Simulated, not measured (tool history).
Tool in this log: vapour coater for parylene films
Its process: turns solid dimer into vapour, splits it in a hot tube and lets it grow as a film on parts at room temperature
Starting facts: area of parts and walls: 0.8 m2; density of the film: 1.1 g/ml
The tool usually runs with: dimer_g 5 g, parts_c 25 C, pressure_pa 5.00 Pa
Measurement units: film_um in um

{"run": 1, "hour": 0.0, "dimer_g": 5, "parts_c": 25, "pressure_pa": 5.0, "film_um": 3.86}
{"run": 2, "hour": 80.3, "dimer_g": 5, "parts_c": 25, "pressure_pa": 5.0, "film_um": 3.87}
{"run": 3, "hour": 153.4, "dimer_g": 5, "parts_c": 25, "pressure_pa": 2.26, "film_um": 4.63}
{"run": 4, "hour": 232.1, "dimer_g": 5, "parts_c": 25, "pressure_pa": 2.26, "film_um": 4.55}
{"run": 5, "hour": 270.0, "dimer_g": 5, "parts_c": 25, "pressure_pa": 2.26, "film_um": 4.6}
{"run": 6, "hour": 326.6, "dimer_g": 5, "parts_c": 25, "pressure_pa": 3.13, "film_um": 4.22}
{"hour": 352.3, "done": "trap's valve overhauled"}
{"run": 7, "hour": 372.7, "dimer_g": 5, "parts_c": 25, "pressure_pa": 3.13, "film_um": 4.67}
{"run": 8, "hour": 447.7, "dimer_g": 5, "parts_c": 25, "pressure_pa": 3.13, "film_um": 4.59}
{"run": 9, "hour": 497.9, "dimer_g": 5, "parts_c": 25, "pressure_pa": 3.13, "film_um": 4.59}
{"run": 10, "hour": 542.3, "dimer_g": 5, "parts_c": 25, "pressure_pa": 3.13, "film_um": 4.53}
{"run": 11, "hour": 585.5, "dimer_g": 5, "parts_c": 26, "pressure_pa": 5.0, "film_um": 3.96}
{"run": 12, "hour": 630.7, "dimer_g": 5, "parts_c": 26, "pressure_pa": 5.13, "film_um": 3.95}
{"run": 13, "hour": 682.2, "dimer_g": 5, "parts_c": 26, "pressure_pa": 5.13, "film_um": 3.99}
{"hour": 689.7, "done": "table's thermometer calibrated"}
{"run": 14, "hour": 725.0, "dimer_g": 5, "parts_c": 25, "pressure_pa": 5.0, "film_um": 4.08}
{"run": 15, "hour": 805.8, "dimer_g": 5, "parts_c": 25, "pressure_pa": 5.0, "film_um": 3.94}
{"run": 16, "hour": 859.4, "dimer_g": 5, "parts_c": 25, "pressure_pa": 7.96, "film_um": 3.61}
{"run": 17, "hour": 931.0, "dimer_g": 5, "parts_c": 25, "pressure_pa": 7.96, "film_um": 3.57}
{"run": 18, "hour": 981.4, "dimer_g": 5, "parts_c": 25, "pressure_pa": 7.96, "film_um": 3.59}
{"run": 19, "hour": 1060.2, "dimer_g": 5, "parts_c": 25, "pressure_pa": 5.0, "film_um": 3.96}
{"run": 20, "hour": 1101.5, "dimer_g": 5, "parts_c": 25, "pressure_pa": 5.0, "film_um": 3.89}
{"hour": 1163.6, "done": "table's thermometer calibrated, once more"}
{"run": 21, "hour": 1180.7, "dimer_g": 5, "parts_c": 20, "pressure_pa": 5.0, "film_um": 4.2}
{"run": 22, "hour": 1259.0, "dimer_g": 5, "parts_c": 25, "pressure_pa": 5.0, "film_um": 3.8}
{"run": 23, "hour": 1292.0, "dimer_g": 3, "parts_c": 25, "pressure_pa": 5.0, "film_um": 2.24}
{"hour": 1322.4, "done": "trap's valve overhauled"}
{"run": 24, "hour": 1335.2, "dimer_g": 5, "parts_c": 25, "pressure_pa": 5.21, "film_um": 4.0}
{"run": 25, "hour": 1406.6, "dimer_g": 6, "parts_c": 25, "pressure_pa": 5.0, "film_um": 4.94}
{"run": 26, "hour": 1485.8, "dimer_g": 3, "parts_c": 28, "pressure_pa": 5.0, "film_um": 2.3}
{"run": 27, "hour": 1540.5, "dimer_g": 2, "parts_c": 34, "pressure_pa": 5.0, "film_um": 1.37}
{"run": 28, "hour": 1591.1, "dimer_g": 3, "parts_c": 21, "pressure_pa": 5.0, "film_um": 2.61}
{"run": 29, "hour": 1653.4, "dimer_g": 5, "parts_c": 24, "pressure_pa": 4.17, "film_um": 4.24}
{"run": 30, "hour": 1714.8, "dimer_g": 6, "parts_c": 21, "pressure_pa": 6.44, "film_um": 4.84}
{"run": 31, "hour": 1754.8, "dimer_g": 5, "parts_c": 21, "pressure_pa": 3.04, "film_um": 4.8}
{"run": 32, "hour": 1834.6, "dimer_g": 5, "parts_c": 25, "pressure_pa": 3.93, "film_um": 4.11}
{"run": 33, "hour": 1868.8, "dimer_g": 5, "parts_c": 25, "pressure_pa": 3.93, "film_um": 4.12}
{"run": 34, "hour": 1921.6, "dimer_g": 5, "parts_c": 21, "pressure_pa": 3.93, "film_um": 4.54}
{"run": 35, "hour": 1998.5, "dimer_g": 5, "parts_c": 21, "pressure_pa": 3.93, "film_um": 4.48}
{"run": 36, "hour": 2071.2, "dimer_g": 5, "parts_c": 21, "pressure_pa": 3.93, "film_um": 4.39}
{"run": 37, "hour": 2148.9, "dimer_g": 4, "parts_c": 25, "pressure_pa": 6.22, "film_um": 2.88}
{"run": 38, "hour": 2217.7, "dimer_g": 5, "parts_c": 26, "pressure_pa": 6.22, "film_um": 3.47}
{"hour": 2292.7, "done": "trap's valve overhauled"}
{"run": 39, "hour": 2293.7, "dimer_g": 4, "parts_c": 23, "pressure_pa": 6.22, "film_um": 3.34}
{"run": 40, "hour": 2366.9, "dimer_g": 4, "parts_c": 23, "pressure_pa": 6.22, "film_um": 3.21}
{"run": 41, "hour": 2414.5, "dimer_g": 5, "parts_c": 31, "pressure_pa": 2.23, "film_um": 4.28}
{"run": 42, "hour": 2457.3, "dimer_g": 5, "parts_c": 31, "pressure_pa": 2.23, "film_um": 4.24}
{"run": 43, "hour": 2494.1, "dimer_g": 5, "parts_c": 17, "pressure_pa": 8.93, "film_um": 4.26}
{"run": 44, "hour": 2561.8, "dimer_g": 3, "parts_c": 24, "pressure_pa": 5.0, "film_um": 2.49}
{"run": 45, "hour": 2610.4, "dimer_g": 2, "parts_c": 25, "pressure_pa": 2.75, "film_um": 1.86}
{"run": 46, "hour": 2664.8, "dimer_g": 2, "parts_c": 25, "pressure_pa": 2.75, "film_um": 1.86}
{"run": 47, "hour": 2736.0, "dimer_g": 3, "parts_c": 22, "pressure_pa": 4.11, "film_um": 2.63}
{"run": 48, "hour": 2784.8, "dimer_g": 3, "parts_c": 22, "pressure_pa": 2.53, "film_um": 2.99}

Below are 3 alternative next runs, each starting from the tool's condition after run 48. Predict each:
{"run": "A", "hour": 2860.9, "dimer_g": 2, "parts_c": 28, "pressure_pa": 3.59, "film_um": "?"}
{"run": "B", "hour": 2860.9, "dimer_g": 3, "parts_c": 34, "pressure_pa": 5.07, "film_um": "?"}
{"run": "C", "hour": 2860.9, "dimer_g": 5, "parts_c": 22, "pressure_pa": 5.0, "film_um": "?"}

run=A film_um=1.56
run=B film_um=1.95
run=C film_um=4.19
Stripped of hidden state, with their random variation kept, the same runs would have yielded:
run=A film_um=1.63
run=B film_um=2.04
run=C film_um=4.37
